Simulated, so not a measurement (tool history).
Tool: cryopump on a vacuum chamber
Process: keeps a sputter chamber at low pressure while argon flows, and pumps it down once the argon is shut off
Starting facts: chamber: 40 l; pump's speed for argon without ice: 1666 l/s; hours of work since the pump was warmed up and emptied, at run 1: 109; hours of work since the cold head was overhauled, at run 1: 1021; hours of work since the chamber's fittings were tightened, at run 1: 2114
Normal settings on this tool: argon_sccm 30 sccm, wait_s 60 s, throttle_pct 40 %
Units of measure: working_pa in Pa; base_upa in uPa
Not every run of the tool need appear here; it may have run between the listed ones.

run	hour	argon_sccm	wait_s	throttle_pct	hours of work since the pump was warmed up and emptied	hours of work since the cold head was overhauled	hours of work since the chamber's fittings were tightened	working_pa	base_upa
1	0	30	60	40	109	1021	2114	0.077	2.58
2	26.1	41	60	40	131	1042	2135	0.1063	2.59
3	39.4	41	60	40	142	1054	2147	0.1074	2.58
4	64.9	30	60	54	163	1075	2168	0.0585	2.66
5	78	30	60	54	174	1086	2179	0.0591	2.59
6	98.1	30	60	54	191	1102	2195	0.0583	2.65
7	111.8	30	60	34	202	1114	2207	0.0924	2.67
8	138.9	30	60	40	225	1136	2229	0.0771	2.65
9	152.2	30	60	40	236	1147	2241	0.0776	2.68
10	164.5	30	60	27	246	1158	2251	0.1149	2.64
11	195.2	30	60	27	272	1183	2276	0.1157	2.73
12	213.2	30	60	27	287	1198	2291	0.1157	2.73
13	240.3	30	60	27	309	1221	2314	0.1151	2.71
14	258.4	30	60	40	324	1236	2329	0.0786	2.71
15	281.6	30	60	57	344	1255	2348	0.0565	2.74
16	310	30	60	57	367	1279	2372	0.0565	2.79
17	323.2	30	60	57	378	1290	2383	0.0571	2.67
18	353.2	46	30	29	403	1315	2408	0.1668	4.25
19	380.8	46	30	29	426	1338	2431	0.1666	4.14
20	406.6	52	21	29	448	1359	2452	0.1886	5.74
21	423.7	52	21	29	462	1374	2467	0.1898	5.53
22	451.8	30	27	40	485	1397	2490	0.0804	4.64
23	481.8	23	141	40	510	1422	2515	0.0615	1.99
24	504.8	23	141	40	530	1441	2534	0.0619	2.11
25	521.2	23	141	40	543	1455	2548	0.0619	2.03

Expected results for the next run?
26	548.6	23	141	40	566	1478	2571	?	?

working_pa: 0.063 Pa
base_upa: 2.06 uPa
The same run, on a tool lacking any hidden state, would have yielded working_pa 0.0591 Pa, base_upa 0.8 uPa.

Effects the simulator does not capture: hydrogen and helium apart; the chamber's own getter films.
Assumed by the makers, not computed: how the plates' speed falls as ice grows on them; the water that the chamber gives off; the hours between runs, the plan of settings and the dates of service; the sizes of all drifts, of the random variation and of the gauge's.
